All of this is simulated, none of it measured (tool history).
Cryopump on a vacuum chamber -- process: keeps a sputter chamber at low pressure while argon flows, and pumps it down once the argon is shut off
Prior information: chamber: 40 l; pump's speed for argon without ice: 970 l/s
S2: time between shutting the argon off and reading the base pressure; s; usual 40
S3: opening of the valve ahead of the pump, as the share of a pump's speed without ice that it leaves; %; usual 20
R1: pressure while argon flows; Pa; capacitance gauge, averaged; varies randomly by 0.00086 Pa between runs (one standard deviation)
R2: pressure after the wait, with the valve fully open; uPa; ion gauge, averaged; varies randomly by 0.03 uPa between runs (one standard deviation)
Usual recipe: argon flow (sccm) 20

Run 1, day 0.000: usual settings. Result: R1 0.1792 Pa, R2 2.77 uPa.
Run 2, day 2.621: usual settings. Result: R1 0.1799 Pa, R2 2.83 uPa.
Run 3, day 5.171: usual settings. Result: R1 0.1791 Pa, R2 2.89 uPa.
Run 4, day 8.021: usual settings. Result: R1 0.1818 Pa, R2 2.96 uPa.
Run 5, day 11.483: usual settings but S2 26 s. Result: R1 0.1836 Pa, R2 3.90 uPa.
Run 6, day 13.354: usual settings but S3 17 %. Result: R1 0.2134 Pa, R2 3.29 uPa.
Run 7, day 16.696: usual settings but argon flow (sccm) 27. Result: R1 0.2506 Pa, R2 3.38 uPa.
Run 8, day 19.267: usual settings but argon flow (sccm) 12, S2 69 s, S3 17 %. Result: R1 0.1289 Pa, R2 2.98 uPa.
Run 9, day 21.442: usual settings but argon flow (sccm) 27, S2 105 s, S3 18 %. Result: R1 0.2762 Pa, R2 2.82 uPa.
Run 10, day 23.338: usual settings but argon flow (sccm) 35, S2 169 s, S3 36 %. Result: R1 0.1917 Pa, R2 2.71 uPa.
Run 11, day 26.233: usual settings but argon flow (sccm) 18, S2 43 s. Result: R1 0.1696 Pa, R2 3.75 uPa.
Run 12, day 28.275: usual settings but argon flow (sccm) 18, S2 160 s. Result: R1 0.1702 Pa, R2 3.01 uPa.

How would selected steps in R1 from run to run divide? Give the signed amount a tool lacking its hidden state would still show from settings, what came in and random variation, and the signed amount left for the hidden state, including any gauge scatter that is not in both of the compared results.
The tool's hidden condition here consists of: pump's speed, % of a pump's without ice; cold plate's temperature, K; leak into the chamber, uPa l/s; drift of the gauge itself on working_pa, %; drift of the gauge itself on base_upa, %.
Run 8 -> 9: argon flow (sccm) 12 -> 27, S2 69 -> 105, S3 17 -> 18. R1 +0.1473 Pa: hidden state +0.0095, all else +0.1378.
Run 10 -> 11: argon flow (sccm) 35 -> 18, S2 169 -> 43, S3 36 -> 20. R1 -0.0221 Pa: hidden state -0.0098, all else -0.0123.

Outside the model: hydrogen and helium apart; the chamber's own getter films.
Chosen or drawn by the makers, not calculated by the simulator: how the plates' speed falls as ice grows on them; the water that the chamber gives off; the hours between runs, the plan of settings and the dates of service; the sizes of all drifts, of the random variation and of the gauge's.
